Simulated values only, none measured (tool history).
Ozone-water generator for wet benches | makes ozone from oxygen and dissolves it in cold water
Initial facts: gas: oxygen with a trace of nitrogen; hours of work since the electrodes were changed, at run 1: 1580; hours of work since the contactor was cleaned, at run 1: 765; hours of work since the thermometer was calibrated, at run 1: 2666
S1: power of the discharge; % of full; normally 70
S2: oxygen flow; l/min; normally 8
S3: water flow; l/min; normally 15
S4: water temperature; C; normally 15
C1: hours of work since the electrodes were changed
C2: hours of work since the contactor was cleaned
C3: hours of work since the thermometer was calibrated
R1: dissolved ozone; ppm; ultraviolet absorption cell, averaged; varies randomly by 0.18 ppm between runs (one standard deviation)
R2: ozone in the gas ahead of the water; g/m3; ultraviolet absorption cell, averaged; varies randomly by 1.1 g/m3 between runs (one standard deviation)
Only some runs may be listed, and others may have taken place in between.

run,hour,S1,S2,S3,S4,C1,C2,C3,R1,R2
1,0,70,8,15,15,1580,765,2666,22.1,180.1
2,28.2,70,8,15,15,1608,792,2694,22.3,179.8
3,45.4,100,8,15,15,1625,810,2711,27.3,221.1
4,69,100,4.18,15,15,1648,833,2735,25.6,287.4
5,108.8,100,4.18,15,15,1688,872,2774,25.7,286.6
6,129.3,100,4.18,15,15,1708,893,2795,25.8,288
7,168.6,100,4.18,15,15,1747,932,2834,26,290.5
8,208.8,70,8,15,15,1787,971,2873,22,178
9,235,70,8,15,15,1813,997,2899,21.8,180.4
10,270.8,70,8,19,15,1848,1033,2935,18,180.3
11,309.3,70,8,19,15,1887,1071,2973,18,177.3
12,346.4,70,8,19,15,1923,1108,3010,18.3,179.6
13,378.1,70,8,19,15,1955,1139,3041,17.9,176.3
14,415.7,70,8,19,15,1992,1176,3078,17.9,177.8
15,436,70,8,19,15,2012,1197,3098,17.9,178.8
16,474.8,70,8,15,15,2051,1235,3137,21.8,179.7
17,496.9,70,5.83,15,15,2072,1257,3159,21.5,201.1
18,520,70,5.83,15,15,2095,1280,3182,21.4,203.2
19,553.6,70,8,12,15,2129,1313,3215,25.2,178.4
20,573,70,11.88,15,15,2148,1332,3234,20.7,151.2
# hour 580.6: contactor cleaned
21,595.3,57,4.73,15,15,2166,15,3252,18.4,197.2
22,621.8,57,4.73,15,15,2192,41,3279,18.2,197.1
23,644,57,4.73,15,15,2214,63,3300,18.4,197.5
24,660.4,70,8,20,15,2230,79,3317,16.6,178.2
# hour 686.1: contactor cleaned, once more
25,694.6,70,13.42,24,7,2260,8,3347,17.7,141.1
26,730.5,70,12.07,18,15,2296,44,3382,18.9,149
27,751,70,12.07,18,15,2316,64,3403,18.8,148.1
28,786.4,49,9.71,10,15,2351,99,3438,23,132.9
29,817.6,66,8,20,15,2382,130,3469,16.8,170.9
30,857.5,66,8,20,15,2422,170,3508,16.7,169.5
31,878,67,12.25,19,16,2442,190,3528,16.9,142.6
32,909.9,67,12.25,19,16,2474,222,3560,17.2,142.4

What if the next run were any one of these 3? Each begins from the tool's condition after run 32:
A,950,70,8,18,11,2513,262,3600,?,?
B,950,70,8,15,8,2513,262,3600,?,?
C,950,86,4.66,20,15,2513,262,3600,?,?

run,R1,R2
A,20.3,173.3
B,24.6,174.5
C,17.9,248.1
Without the tool's unlogged condition, the same runs would have read:
run,R1,R2
A,22.6,188.8
B,27.4,190.1
C,20.1,273.1

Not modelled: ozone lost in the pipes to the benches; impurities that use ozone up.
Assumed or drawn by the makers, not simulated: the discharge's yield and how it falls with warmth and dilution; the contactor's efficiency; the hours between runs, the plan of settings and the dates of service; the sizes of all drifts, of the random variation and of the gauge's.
